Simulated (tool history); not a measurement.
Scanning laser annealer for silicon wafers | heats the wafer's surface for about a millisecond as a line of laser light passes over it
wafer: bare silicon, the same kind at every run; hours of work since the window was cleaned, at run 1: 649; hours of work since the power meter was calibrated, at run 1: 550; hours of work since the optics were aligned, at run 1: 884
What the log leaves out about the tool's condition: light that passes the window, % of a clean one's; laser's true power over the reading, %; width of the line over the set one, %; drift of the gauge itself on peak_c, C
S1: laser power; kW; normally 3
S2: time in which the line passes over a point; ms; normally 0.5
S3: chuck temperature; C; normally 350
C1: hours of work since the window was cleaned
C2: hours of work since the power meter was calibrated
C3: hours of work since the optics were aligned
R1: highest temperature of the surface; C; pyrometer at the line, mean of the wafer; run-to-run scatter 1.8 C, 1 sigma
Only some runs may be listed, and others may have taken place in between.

run   hour     S1     S2   S3   C1    C2    C3    R1
  1      0      3    0.5  350  649   550   884  1023
  2   65.4      3    0.5  350  688   588   922  1018
  3  113.2      3    0.5  350  716   616   950  1018
  4  180.6      3    0.5  350  756   656   990  1017
     192.8  -- window over the wafer cleaned
  5  226.5      3    0.5  350   20   682  1016  1051
  6  287.9      3    0.5  350   56   718  1052  1046
  7  327.1  3.192    0.5  350   79   741  1075  1093
  8  401.9  3.192    0.5  350  123   785  1119  1087
     431.1  -- optics aligned, line set to its width
  9  467.9  3.192    0.5  350  159   820    22  1081
 10  516.8      3    0.5  350  187   849    50  1037
 11  584.3  2.955    0.5  350  227   889    90  1024
 12  640.4      3    0.5  388  260   922   123  1068
 13    685  2.658  0.515  374  286   948   149   985
 14  723.7  2.991  0.618  349  309   971   172  1090
 15  778.6      3  0.422  330  341  1003   204   956

Run 16 is up next; what results do you expect?
 16   824  2.605  0.357  323  368  1030  231   ?

{"run 16": {"R1": 830}}
On a tool with no hidden condition, and with the same random variation, this run would have come out at R1 866 C.
